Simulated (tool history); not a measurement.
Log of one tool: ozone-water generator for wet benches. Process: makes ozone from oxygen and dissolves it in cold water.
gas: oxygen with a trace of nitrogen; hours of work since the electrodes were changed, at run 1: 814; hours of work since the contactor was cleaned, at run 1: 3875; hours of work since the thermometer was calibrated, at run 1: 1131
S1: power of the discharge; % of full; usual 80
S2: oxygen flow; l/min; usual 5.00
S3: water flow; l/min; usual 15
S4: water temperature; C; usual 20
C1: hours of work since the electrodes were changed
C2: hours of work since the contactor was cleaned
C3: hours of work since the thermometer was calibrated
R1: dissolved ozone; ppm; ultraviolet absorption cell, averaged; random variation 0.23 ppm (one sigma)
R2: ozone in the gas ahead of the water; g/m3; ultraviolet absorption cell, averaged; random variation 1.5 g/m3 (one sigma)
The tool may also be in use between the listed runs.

run,hour,S1,S2,S3,S4,C1,C2,C3,R1,R2
1,0.0,80,5.00,15,20,814,3875,1131,35.6,284.1
2,66.3,80,5.00,10,20,873,3935,1190,46.8,281.8
3,106.5,80,5.00,20,20,910,3971,1227,27.5,286.8
4,135.1,80,5.00,15,20,935,3997,1252,35.2,285.5
5,201.3,80,5.00,15,20,995,4057,1312,35.4,284.8
6,235.3,80,5.00,15,20,1026,4087,1343,35.2,283.9
7,271.4,80,5.00,15,20,1058,4120,1375,35.2,283.3
8,303.4,80,5.00,15,20,1087,4148,1404,35.2,284.4
9,362.7,70,2.57,15,15,1140,4202,1457,35.2,386.8
10,412.3,78,2.57,13,28,1185,4247,1502,36.9,418.7
11,454.1,46,5.00,15,20,1223,4284,1540,23.6,189.8
12,495.9,80,3.69,15,20,1260,4322,1577,36.8,339.2

The same runs without the tool's hidden state, with the same run-to-run variation:
The hidden state here: yield of the discharge, % of new electrodes'; contactor's efficiency, % of a clean one's; true water temperature over the reading, C; drift of the gauge itself on ozone_ppm, %; drift of the gauge itself on gas_g_m3, %.
run,R2
1,284.1
2,282.5
3,287.8
4,286.9
5,286.8
6,286.2
7,285.9
8,287.4
9,391.6
10,424.6
11,192.7
12,345.0
R1: as measured in every run.
